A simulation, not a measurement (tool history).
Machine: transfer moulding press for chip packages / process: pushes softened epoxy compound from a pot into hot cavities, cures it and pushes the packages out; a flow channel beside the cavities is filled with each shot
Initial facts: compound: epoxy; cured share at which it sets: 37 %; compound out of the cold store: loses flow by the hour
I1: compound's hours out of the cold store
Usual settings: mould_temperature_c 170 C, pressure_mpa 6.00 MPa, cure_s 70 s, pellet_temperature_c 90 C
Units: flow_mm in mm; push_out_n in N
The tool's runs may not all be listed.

Run 1, hour 0.0: usual settings; I1 14.1. Result: flow_mm 760 mm, push_out_n 535 N.
Run 2, hour 13.8: usual settings but pellet_temperature_c 95 C; I1 23.1. Result: flow_mm 727 mm, push_out_n 560 N.
Run 3, hour 29.4: usual settings but mould_temperature_c 172 C; I1 34.9. Result: flow_mm 701 mm, push_out_n 539 N.
At hour 32.1: cavities cleaned with cleaning compound and waxed.
Run 4, hour 50.2: usual settings but mould_temperature_c 172 C; I1 29.5. Result: flow_mm 709 mm, push_out_n 445 N.
Run 5, hour 71.1: usual settings but mould_temperature_c 172 C; I1 38.6. Result: flow_mm 681 mm, push_out_n 519 N.
At hour 77.5: cavities cleaned with cleaning compound and waxed.
Run 6, hour 89.9: usual settings but mould_temperature_c 172 C; I1 18.1. Result: flow_mm 730 mm, push_out_n 440 N.
Run 7, hour 115.2: usual settings but mould_temperature_c 172 C; I1 10.0. Result: flow_mm 753 mm, push_out_n 572 N.
At hour 121.7: cavities cleaned with cleaning compound and waxed.
Run 8, hour 131.5: usual settings but mould_temperature_c 172 C; I1 44.2. Result: flow_mm 666 mm, push_out_n 427 N.
Run 9, hour 149.5: usual settings but mould_temperature_c 172 C; I1 28.8. Result: flow_mm 698 mm, push_out_n 499 N.
At hour 166.3: cavities cleaned with cleaning compound and waxed.
Run 10, hour 167.3: usual settings but mould_temperature_c 172 C; I1 15.4. Result: flow_mm 726 mm, push_out_n 367 N.
Run 11, hour 178.5: usual settings but mould_temperature_c 165 C; I1 26.4. Result: flow_mm 730 mm, push_out_n 712 N.
Run 12, hour 199.9: usual settings but mould_temperature_c 164 C; I1 26.3. Result: flow_mm 717 mm, push_out_n 885 N.
At hour 211.0: cavities cleaned with cleaning compound and waxed.
Run 13, hour 216.8: usual settings but pellet_temperature_c 83 C; I1 36.3. Result: flow_mm 684 mm, push_out_n 459 N.
Run 14, hour 239.7: usual settings but pellet_temperature_c 83 C; I1 41.1. Result: flow_mm 669 mm, push_out_n 544 N.
At hour 255.0: cavities cleaned with cleaning compound and waxed.
Run 15, hour 266.0: usual settings but pressure_mpa 5.57 MPa, cure_s 68 s, pellet_temperature_c 85 C; I1 14.8. Result: flow_mm 700 mm, push_out_n 519 N.
At hour 288.2: plunger's sealing rings changed.
Run 16, hour 291.0: usual settings but mould_temperature_c 177 C, pellet_temperature_c 94 C; I1 47.1. Result: flow_mm 670 mm, push_out_n 431 N.
At hour 303.2: cavities cleaned with cleaning compound and waxed.
Run 17, hour 308.5: usual settings but mould_temperature_c 169 C, pellet_temperature_c 85 C; I1 15.5. Result: flow_mm 762 mm, push_out_n 497 N.
Run 18, hour 329.1: usual settings but pressure_mpa 6.03 MPa, cure_s 82 s, pellet_temperature_c 96 C; I1 35.6. Result: flow_mm 713 mm, push_out_n 432 N.
At hour 347.5: cavities cleaned with cleaning compound and waxed.
Run 19, hour 353.4: usual settings but pressure_mpa 7.02 MPa; I1 36.2. Result: flow_mm 766 mm, push_out_n 447 N.
Run 20, hour 364.8: usual settings but cure_s 71 s; I1 37.7. Result: flow_mm 703 mm, push_out_n 488 N.
Run 21, hour 389.7: usual settings but cure_s 71 s; I1 45.5. Result: flow_mm 689 mm, push_out_n 582 N.
At hour 393.5: cavities cleaned with cleaning compound and waxed.
At hour 397.6: mould's thermocouples calibrated.
Run 22, hour 405.5: usual settings but mould_temperature_c 168 C, pressure_mpa 5.36 MPa, cure_s 68 s, pellet_temperature_c 92 C; I1 22.2. Result: flow_mm 708 mm, push_out_n 589 N.
Run 23, hour 425.2: usual settings but mould_temperature_c 168 C, pressure_mpa 5.36 MPa, cure_s 68 s, pellet_temperature_c 92 C; I1 31.5. Result: flow_mm 685 mm, push_out_n 684 N.
At hour 440.0: cavities cleaned with cleaning compound and waxed.
Run 24, hour 442.7: usual settings but mould_temperature_c 168 C, pressure_mpa 5.36 MPa, cure_s 68 s, pellet_temperature_c 92 C; I1 13.2. Result: flow_mm 723 mm, push_out_n 520 N.
Run 25, hour 453.5: usual settings but mould_temperature_c 168 C, pressure_mpa 5.36 MPa, cure_s 68 s; I1 25.1. Result: flow_mm 692 mm, push_out_n 611 N.
Run 26, hour 468.7: usual settings but mould_temperature_c 165 C, pressure_mpa 5.36 MPa, cure_s 109 s, pellet_temperature_c 88 C; I1 27.9. Result: flow_mm 698 mm, push_out_n 400 N.
Run 27, hour 479.2: usual settings but mould_temperature_c 169 C; I1 33.7. Result: flow_mm 708 mm, push_out_n 623 N.

Consider 3 possible next runs. They are alternatives, not a sequence: every one starts from the tool as it was left by run 27. What does each give?
At hour 484.9: cavities cleaned with cleaning compound and waxed.
Run A, hour 503.2: usual settings but pressure_mpa 5.23 MPa, cure_s 57 s, pellet_temperature_c 89 C; I1 33.2. Result: flow_mm ?, push_out_n ?.
At hour 484.9: cavities cleaned with cleaning compound and waxed.
Run B, hour 503.2: usual settings but mould_temperature_c 172 C, cure_s 55 s, pellet_temperature_c 86 C; I1 25.7. Result: flow_mm ?, push_out_n ?.
At hour 484.9: cavities cleaned with cleaning compound and waxed.
Run C, hour 503.2: usual settings but mould_temperature_c 169 C, pressure_mpa 5.59 MPa; I1 35.1. Result: flow_mm ?, push_out_n ?.

run  flow_mm  push_out_n
  A      659         819
  B      724         812
  C      689         527
Without the tool's hidden state the same runs would have given:
run  flow_mm  push_out_n
  A      676         627
  B      743         623
  C      707         404

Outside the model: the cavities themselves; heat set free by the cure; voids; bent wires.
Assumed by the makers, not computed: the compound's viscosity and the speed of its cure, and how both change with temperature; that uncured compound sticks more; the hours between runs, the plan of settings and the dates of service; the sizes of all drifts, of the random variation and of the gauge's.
